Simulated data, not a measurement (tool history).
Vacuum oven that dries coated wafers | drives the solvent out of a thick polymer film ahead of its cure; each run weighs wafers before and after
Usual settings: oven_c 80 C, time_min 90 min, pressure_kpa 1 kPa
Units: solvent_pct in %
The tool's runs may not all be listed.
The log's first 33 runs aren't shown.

run,day,oven_c,time_min,pressure_kpa,solvent_pct
34,66.4,81,125,3.68,4.45
35,68.838,81,125,3.68,4.47
36,70.867,90,52,1.03,1.95
37,72.396,80,71,1,3.19
38,75.004,80,71,1,3.24
39,76.421,80,87,1,2.45
40,78.096,80,87,1,2.42
41,79.471,69,51,0.72,8.32
42,81.479,67,161,2.03,5.7
43,83.942,79,79,3.94,6.29
44,85.954,79,79,3.94,6.22
45,87.762,93,99,3.94,2.83
46,89.642,77,74,0.96,3.83
47,92.312,77,74,0.96,3.85

Forecast each of these 4 alternatives for the next run:
A,94.483,72,150,1.77,?
B,94.483,65,75,1.52,?
C,94.483,77,90,1,?
D,94.483,90,74,0.96,?

run,solvent_pct
A,3.85
B,8.91
C,3.06
D,1.18
Without the tool's hidden state the same runs would have given:
run,solvent_pct
A,3.86
B,8.92
C,3.06
D,1.18
